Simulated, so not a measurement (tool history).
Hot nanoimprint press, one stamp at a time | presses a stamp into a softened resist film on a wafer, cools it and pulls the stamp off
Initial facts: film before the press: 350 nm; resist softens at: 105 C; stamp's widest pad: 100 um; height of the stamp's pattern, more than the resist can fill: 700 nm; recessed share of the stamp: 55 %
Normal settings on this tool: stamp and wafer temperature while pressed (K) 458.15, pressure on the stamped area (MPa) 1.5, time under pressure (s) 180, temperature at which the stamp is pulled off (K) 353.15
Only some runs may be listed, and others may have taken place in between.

run,hour,stamp and wafer temperature while pressed (K),pressure on the stamped area (MPa),time under pressure (s),temperature at which the stamp is pulled off (K),resist left under the stamp's widest pad (Å),greatest force while the stamp is pulled off (N)
1,0,458.15,1.5,180,353.15,1258,130
2,10.3,458.15,1.5,180,353.15,1252,135
3,28.5,458.15,1.5,306,353.15,1033,127
4,44.4,458.15,1.5,306,353.15,1038,130
5,58.4,458.15,1.5,114,353.15,1501,133
6,71.9,458.15,1.5,114,353.15,1490,130
7,85.8,458.15,1.5,114,353.15,1491,130
8,98.9,451.15,1.5,180,353.15,1696,134
# hour 106.4: stamp cleaned and given a new release coat
9,123.5,458.15,1.5,180,353.15,1274,133
10,134.3,458.15,1.5,180,353.15,1244,127
11,145.9,458.15,1.5,180,353.15,1259,129
12,157.1,456.15,1.26,180,353.15,1502,130
13,167.8,458.15,1.5,180,351.15,1268,139
14,181.5,458.15,1.5,180,351.15,1256,144
15,195.3,458.15,1.5,180,351.15,1261,138
16,208.3,458.15,1.5,180,351.15,1260,138
17,226.7,448.15,1.79,133,342.15,1959,177
18,242.2,459.15,1.53,133,358.15,1338,109
19,255.9,468.15,1.53,180,340.15,826,186
20,272.8,459.15,1.48,154,353.15,1291,132
21,288.6,459.15,1.48,154,353.15,1298,135
22,297.7,459.15,1.48,154,353.15,1301,127

Predict each of these 5 candidate next runs independently; none follows another, all start after run 22:
A,311.2,454.15,1.48,161,353.15,?,?
B,311.2,457.15,1.48,92,353.15,?,?
C,311.2,449.15,1.48,154,353.15,?,?
D,311.2,451.15,1.5,134,353.15,?,?
E,311.2,446.15,1.48,215,338.15,?,?

run,resist left under the stamp's widest pad (Å),greatest force while the stamp is pulled off (N)
A,1567,132
B,1684,132
C,1920,129
D,1865,126
E,1987,191
Take away the tool's hidden state, keep each run's random variation, and the runs would have read:
run,resist left under the stamp's widest pad (Å),greatest force while the stamp is pulled off (N)
A,1570,131
B,1687,131
C,1923,128
D,1868,125
E,1991,188

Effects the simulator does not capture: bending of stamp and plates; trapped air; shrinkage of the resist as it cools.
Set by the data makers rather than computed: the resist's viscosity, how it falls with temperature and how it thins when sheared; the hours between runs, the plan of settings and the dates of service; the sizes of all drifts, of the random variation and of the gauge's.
